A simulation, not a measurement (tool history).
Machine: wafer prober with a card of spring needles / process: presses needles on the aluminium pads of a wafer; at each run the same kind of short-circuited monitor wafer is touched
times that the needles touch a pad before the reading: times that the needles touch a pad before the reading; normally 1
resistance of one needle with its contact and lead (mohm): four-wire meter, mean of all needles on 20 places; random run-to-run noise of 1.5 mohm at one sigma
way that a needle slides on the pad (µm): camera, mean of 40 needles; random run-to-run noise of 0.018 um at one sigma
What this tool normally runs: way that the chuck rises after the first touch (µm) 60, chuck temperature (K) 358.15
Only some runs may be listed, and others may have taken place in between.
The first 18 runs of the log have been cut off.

| run | hour | way that the chuck rises after the first touch (µm) | chuck temperature (K) | times that the needles touch a pad before the reading | touches since the tips were cleaned | cleanings since the card got new needles | touches since the first contact's height was set | resistance of one needle with its contact and lead (mohm) | way that a needle slides on the pad (µm) |
|---|---|---|---|---|---|---|---|---|---|
| 19 | 150 | 60 | 365.15 | 1 | 2591 | 11 | 93623 | 218 | 7.42 |
| 20 | 159.1 | 43 | 333.15 | 1 | 4214 | 11 | 95246 | 326 | 5.27 |
| 21 | 165.7 | 43 | 333.15 | 1 | 5373 | 11 | 96405 | 350 | 5.28 |
| 22 | 174.7 | 53 | 375.15 | 1 | 6972 | 11 | 98004 | 292 | 6.52 |
|  | 179.4 | tips cleaned on abrasive film |
| 23 | 181 | 65 | 340.15 | 3 | 286 | 12 | 99107 | 147 | 8.03 |
| 24 | 188.7 | 65 | 340.15 | 3 | 1639 | 12 | 100460 | 159 | 8.02 |
| 25 | 198.1 | 78 | 321.15 | 2 | 3305 | 12 | 102126 | 169 | 9.66 |
| 26 | 204.3 | 56 | 299.15 | 1 | 4406 | 12 | 103227 | 258 | 6.9 |
| 27 | 213.8 | 69 | 358.15 | 2 | 6095 | 12 | 104916 | 198 | 8.54 |
| 28 | 222.4 | 48 | 320.15 | 1 | 7608 | 12 | 106429 | 337 | 5.94 |
|  | 223.5 | tips cleaned on abrasive film |
| 29 | 233.1 | 48 | 320.15 | 1 | 1713 | 13 | 108318 | 225 | 5.9 |
| 30 | 243.8 | 60 | 347.15 | 1 | 3603 | 13 | 110208 | 229 | 7.41 |

Expected results for the next run?
| 31 | 255.8 | 43 | 308.15 | 3 | 5721 | 13 | 112326 | ? | ? |

resistance of one needle with its contact and lead (mohm): 220
way that a needle slides on the pad (µm): 5.29
Without the tool's hidden state the same run would have given resistance of one needle with its contact and lead (mohm) 142, way that a needle slides on the pad (µm) 5.38.
